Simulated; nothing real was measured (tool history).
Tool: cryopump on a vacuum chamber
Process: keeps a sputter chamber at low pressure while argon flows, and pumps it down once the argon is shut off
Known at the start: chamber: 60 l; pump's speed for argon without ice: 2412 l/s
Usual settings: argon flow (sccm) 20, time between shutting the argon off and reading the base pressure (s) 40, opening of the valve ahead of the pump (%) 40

run	day	argon flow (sccm)	time between shutting the argon off and reading the base pressure (s)	opening of the valve ahead of the pump (%)	pressure while argon flows (Pa)	pressure after the wait (uPa)
1	0.000	20	40	40	0.0356	0.89
2	0.858	20	40	25	0.0567	0.90
3	1.383	20	40	25	0.0557	0.90
4	2.621	20	40	25	0.0560	0.91
5	3.462	20	40	25	0.0567	0.89
6	4.021	20	40	40	0.0347	0.93
7	4.933	20	40	40	0.0356	0.95
8	5.788	20	58	40	0.0357	0.68
9	6.571	20	40	40	0.0359	0.90
10	7.388	20	40	40	0.0354	0.90
11	8.200	20	133	40	0.0357	0.40
12	8.846	20	45	40	0.0354	0.81
13	9.804	20	45	40	0.0366	0.84
14	10.583	20	45	40	0.0356	0.85
15	11.812	20	45	40	0.0359	0.85
16	12.596	20	40	22	0.0651	0.94
17	13.808	20	40	22	0.0647	0.93
18	14.488	20	40	22	0.0650	0.98
19	15.746	20	40	22	0.0654	0.95
20	16.342	20	266	24	0.0601	0.36
21	17.562	31	149	25	0.0894	0.40
22	18.104	31	149	25	0.0897	0.43
23	18.712	32	29	54	0.0444	1.20
24	19.496	10	42	40	0.0186	0.92
25	20.604	10	42	40	0.0190	0.94
26	21.562	29	72	41	0.0531	0.61
27	22.354	20	82	58	0.0263	0.58
28	23.571	20	25	47	0.0319	1.40
29	24.504	26	40	38	0.0513	0.95
30	25.121	16	29	38	0.0317	1.24
31	26.379	16	29	38	0.0315	1.26
32	27.367	38	29	27	0.1038	1.23
33	28.521	14	47	40	0.0262	0.91
34	29.262	23	100	23	0.0737	0.55
35	29.954	23	101	26	0.0651	0.55

3 ways to go on from here, each from the tool as it stands after run 35. What would each give?
A	31.058	20	26	40	?	?
B	31.058	20	129	40	?	?
C	31.058	23	22	49	?	?

run	pressure while argon flows (Pa)	pressure after the wait (uPa)
A	0.0382	1.41
B	0.0381	0.48
C	0.0372	1.63
Without the tool's hidden state the same runs would have given:
run	pressure while argon flows (Pa)	pressure after the wait (uPa)
A	0.0351	1.27
B	0.0350	0.34
C	0.0336	1.49

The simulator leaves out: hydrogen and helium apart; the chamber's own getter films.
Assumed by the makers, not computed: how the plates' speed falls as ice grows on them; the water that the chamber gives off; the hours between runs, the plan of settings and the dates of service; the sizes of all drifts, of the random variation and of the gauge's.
